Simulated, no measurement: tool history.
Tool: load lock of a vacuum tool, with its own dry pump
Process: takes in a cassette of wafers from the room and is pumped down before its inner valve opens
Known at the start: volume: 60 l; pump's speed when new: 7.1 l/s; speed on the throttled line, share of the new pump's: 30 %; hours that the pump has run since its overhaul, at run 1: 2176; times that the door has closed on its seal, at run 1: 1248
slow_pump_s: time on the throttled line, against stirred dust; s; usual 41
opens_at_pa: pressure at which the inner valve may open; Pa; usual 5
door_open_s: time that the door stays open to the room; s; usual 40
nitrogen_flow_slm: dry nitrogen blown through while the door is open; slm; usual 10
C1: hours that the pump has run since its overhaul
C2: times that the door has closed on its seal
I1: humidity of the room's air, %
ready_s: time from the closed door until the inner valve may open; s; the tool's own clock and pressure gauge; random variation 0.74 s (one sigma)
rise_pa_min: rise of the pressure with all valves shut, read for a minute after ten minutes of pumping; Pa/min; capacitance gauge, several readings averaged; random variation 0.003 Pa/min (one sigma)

run 1 hour=0 | slow_pump_s=41 opens_at_pa=5 door_open_s=40 nitrogen_flow_slm=10 | C1=2176 C2=1248 | I1=46.4 | ready_s=114.7 rise_pa_min=0.027
run 2 hour=211 | slow_pump_s=31 opens_at_pa=5 door_open_s=40 nitrogen_flow_slm=10 | C1=2387 C2=1644 | I1=42.2 | ready_s=109.9 rise_pa_min=0.028
run 3 hour=463.8 | slow_pump_s=31 opens_at_pa=5 door_open_s=40 nitrogen_flow_slm=10 | C1=2640 C2=2118 | I1=41.1 | ready_s=111.9 rise_pa_min=0.032
run 4 hour=657 | slow_pump_s=41 opens_at_pa=5 door_open_s=40 nitrogen_flow_slm=36 | C1=2833 C2=2480 | I1=47 | ready_s=116.8 rise_pa_min=0.021
run 5 hour=862.7 | slow_pump_s=41 opens_at_pa=7 door_open_s=40 nitrogen_flow_slm=36 | C1=3038 C2=2866 | I1=48 | ready_s=114.7 rise_pa_min=0.027
run 6 hour=998.4 | slow_pump_s=41 opens_at_pa=5 door_open_s=40 nitrogen_flow_slm=27 | C1=3174 C2=3121 | I1=44 | ready_s=118.4 rise_pa_min=0.019

Run 7 comes next. What will it give?
run 7 hour=1265.1 | slow_pump_s=26 opens_at_pa=5 door_open_s=29 nitrogen_flow_slm=10 | C1=3441 C2=3622 | I1=44.6 | ready_s=? rise_pa_min=?

Run 7 gave ready_s 107.8 s, rise_pa_min 0.04 Pa/min.
Without the tool's hidden state the same run would have given ready_s 102.8 s, rise_pa_min 0.026 Pa/min.
